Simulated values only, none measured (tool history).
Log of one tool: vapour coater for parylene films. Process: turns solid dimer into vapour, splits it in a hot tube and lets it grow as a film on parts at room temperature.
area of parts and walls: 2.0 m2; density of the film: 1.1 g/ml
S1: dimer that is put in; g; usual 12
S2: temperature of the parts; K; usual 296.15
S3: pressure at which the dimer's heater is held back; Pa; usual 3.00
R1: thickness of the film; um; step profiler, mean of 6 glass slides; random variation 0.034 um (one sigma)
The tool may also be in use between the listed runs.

run   hour  S1      S2    S3    R1
  1    0.0  12  296.15  3.00  3.77
  2   22.9  12  296.15  3.00  3.74
  3   42.7  12  296.15  3.00  3.67
  4   71.1  12  296.15  3.00  3.68
  5  100.5  12  296.15  9.54  2.81
  6  128.7  12  296.15  9.54  2.77
  7  160.0  12  296.15  9.54  2.73
  8  187.9  11  296.15  3.00  3.30
  9  207.2  11  296.15  3.00  3.26
 10  242.1  10  296.15  3.00  3.02
 11  279.8  10  296.15  3.00  2.92
 12  315.6  10  296.15  3.00  2.89
 13  353.2  12  305.15  3.00  2.37
 14  383.8  12  305.15  3.00  2.32
 15  414.6  12  296.15  3.00  3.33
 16  451.0   7  296.15  4.35  1.77
 17  490.3   7  296.15  4.35  1.76
 18  518.2   7  296.15  4.35  1.73
 19  541.9   7  296.15  4.35  1.75
     565.7  -- trap's valve overhauled
 20  574.3   7  296.15  4.35  2.03
 21  610.0   7  296.15  4.35  2.03
 22  640.0   7  292.15  2.83  2.61
 23  668.6   6  295.15  8.99  1.48
 24  700.7  16  306.15  4.84  2.88
 25  731.2  16  306.15  4.84  2.84

Run 26 comes next. What will it give?
 26  767.4  16  306.15  4.84   ?

R1: 2.80 um
Without the tool's hidden state the same run would have given R1 2.97 um.
